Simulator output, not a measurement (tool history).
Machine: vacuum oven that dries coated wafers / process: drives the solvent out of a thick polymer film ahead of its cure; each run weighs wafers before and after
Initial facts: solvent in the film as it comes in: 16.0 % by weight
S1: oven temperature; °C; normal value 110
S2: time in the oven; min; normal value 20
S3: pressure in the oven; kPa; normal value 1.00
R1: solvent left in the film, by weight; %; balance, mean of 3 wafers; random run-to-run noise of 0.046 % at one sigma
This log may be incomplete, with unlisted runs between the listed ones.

run    hour   S1  S2    S3    R1
  1     0.0  110  20  1.00  2.08
  2    24.3  110  20  1.00  2.07
  3    63.3  117  20  1.00  1.32
  4   112.7  117  20  1.00  1.34
  5   153.0  117  20  1.00  1.51
  6   178.1  117  20  1.00  1.48
  7   211.4  117  20  1.00  1.45
  8   262.4  117  20  1.00  1.52
  9   306.4  117  20  1.00  1.57
 10   357.1  110  20  1.00  2.36
 11   389.6  110  20  1.00  2.37
 12   421.4  110  18  1.00  2.57
 13   460.6  110  18  1.00  2.59
 14   500.3  110  25  1.00  2.06
 15   539.6  110  20  1.00  2.46
 16   583.5  110  20  1.00  2.41
 17   616.2  110  20  3.30  5.35
 18   643.2  110  20  3.30  5.34
 19   668.6  110  12  3.30  6.30
      674.8  -- vacuum gauge cleaned of residue and calibrated
 20   705.0  110  12  3.30  6.69
 21   743.6  110  12  3.30  6.85
      774.7  -- vacuum gauge cleaned of residue and calibrated, once more
      782.9  -- oven's thermocouples calibrated
 22   798.4  110  12  3.30  5.41
 23   841.4  101  26  3.35  6.25
 24   869.1  101  26  3.35  6.47
 25   917.1  104  26  2.07  3.75
 26   974.8  104  16  2.72  5.71
 27  1010.1  121  26  2.72  2.41
 28  1041.7  121  26  2.72  2.53
 29  1080.9  121  26  2.72  2.41
 30  1128.7  121  26  2.72  2.47
 31  1173.5  110  24  0.68  1.24
 32  1214.5  110  28  1.63  2.37
 33  1252.1  124  11  1.68  1.71
 34  1294.0  110  34  2.97  4.08
 35  1328.8  113  14  1.47  2.76
 36  1355.4  117  28  1.16  1.42
 37  1390.5  112  17  3.79  5.12
 38  1437.3  108  17  0.56  2.08
 39  1467.2  110  20  0.79  1.79
 40  1526.2  115  14  0.60  1.66
 41  1563.0  115  14  0.60  1.58
 42  1600.6  110  20  1.34  2.49

Hidden state or all else? Some run-to-run changes of R1, split into what the settings, what came in and random variation would give without the hidden state, and what is left for the hidden state (with any gauge scatter that isn't in both results):
Hidden state at play: true wafer temperature over the reading, C; true pressure over the reading, kPa; drift of the gauge itself on solvent_pct, %.
Run 9 -> 10: S1 117 -> 110. R1 +0.79 %: hidden state +0.17, all else +0.62.
Run 19 -> 20: vacuum gauge cleaned of residue and calibrated. R1 +0.39 %: hidden state +0.32, all else +0.07.
Run 21 -> 22: vacuum gauge cleaned of residue and calibrated, once more, oven's thermocouples calibrated. R1 -1.44 %: hidden state -1.41, all else -0.03.
Run 26 -> 27: S1 104 -> 121, S2 16 -> 26. R1 -3.30 %: hidden state +0.00, all else -3.30.
Run 36 -> 37: S1 117 -> 112, S2 28 -> 17, S3 1.16 -> 3.79. R1 +3.70 %: hidden state +0.14, all else +3.56.
Run 37 -> 38: S1 112 -> 108, S3 3.79 -> 0.56. R1 -3.04 %: hidden state +0.03, all else -3.07.

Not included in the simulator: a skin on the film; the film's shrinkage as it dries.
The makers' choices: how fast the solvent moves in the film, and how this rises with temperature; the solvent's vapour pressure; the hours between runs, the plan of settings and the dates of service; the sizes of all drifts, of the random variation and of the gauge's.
